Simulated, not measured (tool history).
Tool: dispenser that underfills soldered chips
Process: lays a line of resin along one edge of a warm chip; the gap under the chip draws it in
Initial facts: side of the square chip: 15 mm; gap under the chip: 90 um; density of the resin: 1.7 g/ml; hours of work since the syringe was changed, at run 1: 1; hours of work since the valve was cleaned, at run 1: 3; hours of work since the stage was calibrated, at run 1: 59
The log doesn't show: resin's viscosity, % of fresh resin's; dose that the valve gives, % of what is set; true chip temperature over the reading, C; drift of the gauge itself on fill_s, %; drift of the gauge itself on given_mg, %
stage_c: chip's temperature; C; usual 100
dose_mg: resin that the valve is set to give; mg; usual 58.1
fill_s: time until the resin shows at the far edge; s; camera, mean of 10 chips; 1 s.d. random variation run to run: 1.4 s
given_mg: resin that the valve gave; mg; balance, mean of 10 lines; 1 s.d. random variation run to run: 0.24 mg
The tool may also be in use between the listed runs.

run,hour,stage_c,dose_mg,hours of work since the syringe was changed,hours of work since the valve was cleaned,hours of work since the stage was calibrated,fill_s,given_mg
1,0.0,100,58.1,1,3,59,140.3,58.13
2,8.3,101,58.1,6,8,64,211.7,58.48
# hour 11.9: new syringe of resin
3,19.9,101,58.1,5,16,72,202.1,57.86
# hour 24.6: new syringe of resin
4,29.5,101,58.1,3,22,78,169.6,57.55
5,35.1,100,61.8,7,25,81,238.5,60.99
# hour 37.7: new syringe of resin
6,42.1,106,61.8,3,30,86,134.5,61.01
# hour 51.2: new syringe of resin
7,53.4,100,66.0,1,37,93,148.6,64.87
8,59.1,100,66.0,5,41,97,209.2,64.94
# hour 64.0: new syringe of resin
9,68.7,100,58.1,3,47,103,166.1,57.41
# hour 77.2: new syringe of resin
10,78.2,100,57.6,1,53,109,137.9,56.59
11,84.4,100,57.6,5,57,113,195.9,56.21
# hour 90.5: new syringe of resin
12,92.5,100,58.1,1,62,118,148.9,56.49
# hour 103.7: new syringe of resin
13,104.5,100,58.1,1,70,126,141.0,56.70
14,111.0,100,58.1,5,74,130,201.3,56.57
# hour 116.4: new syringe of resin
15,117.6,100,58.1,1,78,134,143.5,56.64
16,124.2,113,58.1,5,83,139,125.9,56.40
# hour 129.1: new syringe of resin
17,135.9,113,58.1,4,90,146,118.5,56.09

Run 18 has not been measured yet. What should we expect?
# hour 141.8: new syringe of resin
# hour 142.8: dispensing valve cleaned and set on the balance
18,147.6,113,58.1,3,3,153,?,?

fill_s: 105.5 s
given_mg: 57.71 mg
Had the tool carried no hidden state, the very same run would have given fill_s 81.4 s, given_mg 57.88 mg.
